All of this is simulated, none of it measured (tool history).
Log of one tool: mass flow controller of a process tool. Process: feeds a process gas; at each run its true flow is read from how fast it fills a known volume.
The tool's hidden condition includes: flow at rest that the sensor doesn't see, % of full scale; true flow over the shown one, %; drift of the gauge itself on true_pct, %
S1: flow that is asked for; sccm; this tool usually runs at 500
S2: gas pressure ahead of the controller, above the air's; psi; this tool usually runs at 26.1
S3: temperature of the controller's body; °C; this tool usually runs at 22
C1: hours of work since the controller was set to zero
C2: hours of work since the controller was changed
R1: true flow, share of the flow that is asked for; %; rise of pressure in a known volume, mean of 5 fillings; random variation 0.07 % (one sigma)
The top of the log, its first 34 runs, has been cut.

run    hour   S1    S2  S3   C1    C2     R1
 35  2048.9  489  33.6  32  165  2431  99.09
 36  2137.2  100  26.1  32  233  2499  99.22
 37  2188.9  185  31.5  23  272  2538  98.63
 38  2230.3  905  36.3  22  304  2570  99.21
 39  2305.4  905  36.3  22  362  2627  99.02
 40  2349.5  639  31.6  28  395  2661  98.86
 41  2412.5  176  22.5  22  444  2710  98.37
 42  2472.5  462  31.2  25  490  2755  98.73
 43  2548.8  236  35.5  22  548  2814  98.75
 44  2632.9  236  35.5  22  612  2878   98.9
 45    2674  716  29.3  35  644  2910  99.32
 46  2723.5  121  28.9  25  682  2948  99.47
 47    2809  496  29.6  30  747  3013  99.06
 48  2868.7  496  23.1  30  793  3059  98.77

Consider 4 possible next runs. They are alternatives, not a sequence: every one starts from the tool as it was left by run 48. What does each give?
  A  2911.8  496  23.1  26  826  3092   ?
  B  2911.8  425    30  22  826  3092   ?
  C  2911.8  126  37.1  40  826  3092   ?
  D  2911.8  496  23.1  32  826  3092   ?

run      R1
  A   98.63
  B   98.52
  C  100.52
  D   98.94
With the hidden condition removed and each run's random variation left untouched, the same runs would have given:
run      R1
  A   99.48
  B    99.3
  C  100.17
  D   99.78
